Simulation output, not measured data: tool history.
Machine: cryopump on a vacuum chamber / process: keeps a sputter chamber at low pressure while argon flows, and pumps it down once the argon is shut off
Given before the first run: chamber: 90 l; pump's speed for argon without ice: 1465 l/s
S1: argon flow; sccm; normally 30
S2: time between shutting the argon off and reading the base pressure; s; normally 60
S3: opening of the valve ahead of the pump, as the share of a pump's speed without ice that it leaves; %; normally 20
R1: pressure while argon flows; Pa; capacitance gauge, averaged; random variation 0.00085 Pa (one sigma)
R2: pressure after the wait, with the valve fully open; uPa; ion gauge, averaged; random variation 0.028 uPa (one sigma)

run 1 day=0.000 | S1=30 S2=60 S3=20 | R1=0.1751 R2=1.28
run 2 day=2.750 | S1=30 S2=60 S3=20 | R1=0.1739 R2=1.29
run 3 day=5.679 | S1=30 S2=60 S3=20 | R1=0.1735 R2=1.31
run 4 day=8.750 | S1=30 S2=60 S3=20 | R1=0.1736 R2=1.31
run 5 day=10.267 | S1=30 S2=60 S3=20 | R1=0.1755 R2=1.29
run 6 day=12.821 | S1=30 S2=60 S3=20 | R1=0.1744 R2=1.33
run 7 day=16.112 | S1=30 S2=60 S3=20 | R1=0.1745 R2=1.33
run 8 day=18.521 | S1=30 S2=60 S3=20 | R1=0.1749 R2=1.36
run 9 day=20.700 | S1=30 S2=28 S3=20 | R1=0.1742 R2=2.57
run 10 day=23.079 | S1=30 S2=237 S3=20 | R1=0.1743 R2=0.63
run 11 day=26.379 | S1=30 S2=237 S3=20 | R1=0.1747 R2=0.65
run 12 day=28.250 | S1=30 S2=237 S3=20 | R1=0.1762 R2=0.61
run 13 day=30.454 | S1=30 S2=237 S3=20 | R1=0.1766 R2=0.59
run 14 day=32.988 | S1=30 S2=237 S3=20 | R1=0.1754 R2=0.62
run 15 day=36.138 | S1=30 S2=60 S3=19 | R1=0.1850 R2=1.48
run 16 day=38.662 | S1=30 S2=60 S3=19 | R1=0.1853 R2=1.49
run 17 day=41.108 | S1=29 S2=60 S3=20 | R1=0.1705 R2=1.52
run 18 day=43.279 | S1=27 S2=27 S3=59 | R1=0.0558 R2=2.79
run 19 day=45.583 | S1=27 S2=27 S3=59 | R1=0.0563 R2=2.72
run 20 day=48.438 | S1=40 S2=65 S3=47 | R1=0.1041 R2=1.43
run 21 day=51.375 | S1=17 S2=60 S3=48 | R1=0.0430 R2=1.52
run 22 day=52.938 | S1=13 S2=90 S3=19 | R1=0.0818 R2=1.22
run 23 day=54.350 | S1=13 S2=90 S3=19 | R1=0.0809 R2=1.19
run 24 day=56.908 | S1=13 S2=90 S3=19 | R1=0.0809 R2=1.26
run 25 day=59.096 | S1=26 S2=60 S3=20 | R1=0.1546 R2=1.62
run 26 day=62.025 | S1=26 S2=60 S3=20 | R1=0.1560 R2=1.56
run 27 day=64.275 | S1=26 S2=60 S3=20 | R1=0.1540 R2=1.64
run 28 day=66.271 | S1=26 S2=60 S3=15 | R1=0.2041 R2=1.65
run 29 day=67.896 | S1=17 S2=60 S3=15 | R1=0.1342 R2=1.68
run 30 day=70.158 | S1=15 S2=297 S3=17 | R1=0.1044 R2=0.78
run 31 day=71.992 | S1=15 S2=297 S3=17 | R1=0.1055 R2=0.84
run 32 day=74.962 | S1=15 S2=72 S3=24 | R1=0.0754 R2=1.50
run 33 day=76.825 | S1=15 S2=72 S3=24 | R1=0.0746 R2=1.55

Alternative continuations, all from the tool just after run 33; predict every row:
run A day=78.746 | S1=15 S2=42 S3=49 | R1=? R2=?
run B day=78.746 | S1=30 S2=60 S3=25 | R1=? R2=?
run C day=78.746 | S1=16 S2=60 S3=24 | R1=? R2=?
run D day=78.746 | S1=15 S2=72 S3=34 | R1=? R2=?
run E day=78.746 | S1=14 S2=60 S3=21 | R1=? R2=?

run=A R1=0.0374 R2=2.17
run=B R1=0.1441 R2=1.76
run=C R1=0.0801 R2=1.70
run=D R1=0.0543 R2=1.53
run=E R1=0.0806 R2=1.69
The same runs, with their run-to-run variation unchanged, on a tool lacking any hidden condition would have given:
run=A R1=0.0343 R2=1.73
run=B R1=0.1379 R2=1.32
run=C R1=0.0768 R2=1.26
run=D R1=0.0512 R2=1.10
run=E R1=0.0777 R2=1.25
